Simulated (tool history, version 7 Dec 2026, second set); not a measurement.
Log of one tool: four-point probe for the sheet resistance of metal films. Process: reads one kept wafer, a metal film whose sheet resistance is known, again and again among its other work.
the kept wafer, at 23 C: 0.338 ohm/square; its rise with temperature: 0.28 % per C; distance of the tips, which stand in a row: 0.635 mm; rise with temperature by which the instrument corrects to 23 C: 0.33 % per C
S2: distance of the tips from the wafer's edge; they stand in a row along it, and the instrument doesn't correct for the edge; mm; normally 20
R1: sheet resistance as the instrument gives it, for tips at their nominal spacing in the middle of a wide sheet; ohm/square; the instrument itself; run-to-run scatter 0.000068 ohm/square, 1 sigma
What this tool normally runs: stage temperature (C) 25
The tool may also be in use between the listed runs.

Run 1, day 0.000: usual settings. Result: R1 0.337815 ohm/square.
Run 2, day 0.662: usual settings but stage temperature (C) 20. Result: R1 0.338883 ohm/square.
Run 3, day 1.796: usual settings but stage temperature (C) 20. Result: R1 0.338804 ohm/square.
Run 4, day 2.492: usual settings but stage temperature (C) 20. Result: R1 0.338634 ohm/square.
Run 5, day 3.346: usual settings. Result: R1 0.337704 ohm/square.
Run 6, day 4.108: usual settings. Result: R1 0.337869 ohm/square.
Run 7, day 4.725: usual settings but S2 18 mm. Result: R1 0.337835 ohm/square.
Run 8, day 5.600: usual settings but stage temperature (C) 19, S2 26 mm. Result: R1 0.338921 ohm/square.
Run 9, day 6.629: usual settings but S2 11 mm. Result: R1 0.338218 ohm/square.
Run 10, day 7.567: usual settings but stage temperature (C) 26, S2 22 mm. Result: R1 0.337652 ohm/square.
Run 11, day 8.712: usual settings but stage temperature (C) 34, S2 5 mm. Result: R1 0.338876 ohm/square.
Run 12, day 9.479: usual settings but stage temperature (C) 23, S2 25 mm. Result: R1 0.338040 ohm/square.

3 options for the next run, each taken on its own from the tool as it stands now. Forecast them:
Run A, day 10.400: usual settings but S2 7 mm. Result: R1 ?.
Run B, day 10.400: usual settings but stage temperature (C) 26, S2 12 mm. Result: R1 ?.
Run C, day 10.400: usual settings but stage temperature (C) 30. Result: R1 ?.

run        R1
  A  0.339125
  B  0.337800
  C  0.336873
Without the tool's unlogged condition, the same runs would have read:
run        R1
  A  0.339127
  B  0.337802
  C  0.336875

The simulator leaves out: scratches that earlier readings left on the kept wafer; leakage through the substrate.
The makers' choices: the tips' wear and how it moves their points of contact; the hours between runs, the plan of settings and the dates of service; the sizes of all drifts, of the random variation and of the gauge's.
